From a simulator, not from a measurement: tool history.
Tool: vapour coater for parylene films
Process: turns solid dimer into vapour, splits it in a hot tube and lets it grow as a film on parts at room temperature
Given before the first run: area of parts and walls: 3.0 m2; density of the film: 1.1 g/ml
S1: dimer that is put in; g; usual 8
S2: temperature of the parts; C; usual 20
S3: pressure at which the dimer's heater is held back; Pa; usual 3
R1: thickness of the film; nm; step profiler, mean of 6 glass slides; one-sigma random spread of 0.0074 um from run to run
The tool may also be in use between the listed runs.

run 1 hour=0 | S1=8 S2=20 S3=3 | R1=1853
run 2 hour=33.4 | S1=8 S2=20 S3=3 | R1=1870
-- hour=60.5 trap's valve overhauled
run 3 hour=111.6 | S1=8 S2=20 S3=7.95 | R1=1621
run 4 hour=170.8 | S1=8 S2=20 S3=8.55 | R1=1572
run 5 hour=207 | S1=8 S2=20 S3=8.55 | R1=1571
run 6 hour=263.8 | S1=8 S2=20 S3=8.55 | R1=1557
run 7 hour=337.6 | S1=8 S2=20 S3=8.55 | R1=1555
run 8 hour=380 | S1=8 S2=20 S3=8.55 | R1=1532
run 9 hour=440.9 | S1=8 S2=20 S3=8.55 | R1=1521
run 10 hour=473.9 | S1=8 S2=20 S3=8.55 | R1=1527
run 11 hour=518.3 | S1=8 S2=20 S3=3.57 | R1=1815
run 12 hour=591.3 | S1=14 S2=17 S3=4.39 | R1=3356
-- hour=596.4 table's thermometer calibrated
run 13 hour=649.6 | S1=14 S2=17 S3=4.39 | R1=3307
-- hour=674.8 trap's valve overhauled
run 14 hour=701.1 | S1=14 S2=17 S3=4.39 | R1=3536
-- hour=726.3 table's thermometer calibrated, once more
run 15 hour=767.5 | S1=14 S2=20 S3=8.75 | R1=2751
run 16 hour=842.6 | S1=14 S2=20 S3=8.75 | R1=2719
run 17 hour=919.7 | S1=14 S2=20 S3=8.75 | R1=2682
run 18 hour=965.3 | S1=11 S2=20 S3=2.05 | R1=2844
run 19 hour=1011.1 | S1=5 S2=27 S3=2.05 | R1=1005

Below are 5 alternative next runs, each starting from the tool's condition after run 19. Predict each:
run A hour=1062.3 | S1=12 S2=23 S3=2.6 | R1=?
run B hour=1062.3 | S1=11 S2=28 S3=7.21 | R1=?
run C hour=1062.3 | S1=7 S2=22 S3=3.89 | R1=?
run D hour=1062.3 | S1=13 S2=17 S3=11.26 | R1=?
run E hour=1062.3 | S1=5 S2=20 S3=10.76 | R1=?

run=A R1=2625
run=B R1=1627
run=C R1=1452
run=D R1=2596
run=E R1=899
With no hidden state in the tool, these same runs would have given:
run=A R1=2777
run=B R1=1721
run=C R1=1536
run=D R1=2747
run=E R1=951

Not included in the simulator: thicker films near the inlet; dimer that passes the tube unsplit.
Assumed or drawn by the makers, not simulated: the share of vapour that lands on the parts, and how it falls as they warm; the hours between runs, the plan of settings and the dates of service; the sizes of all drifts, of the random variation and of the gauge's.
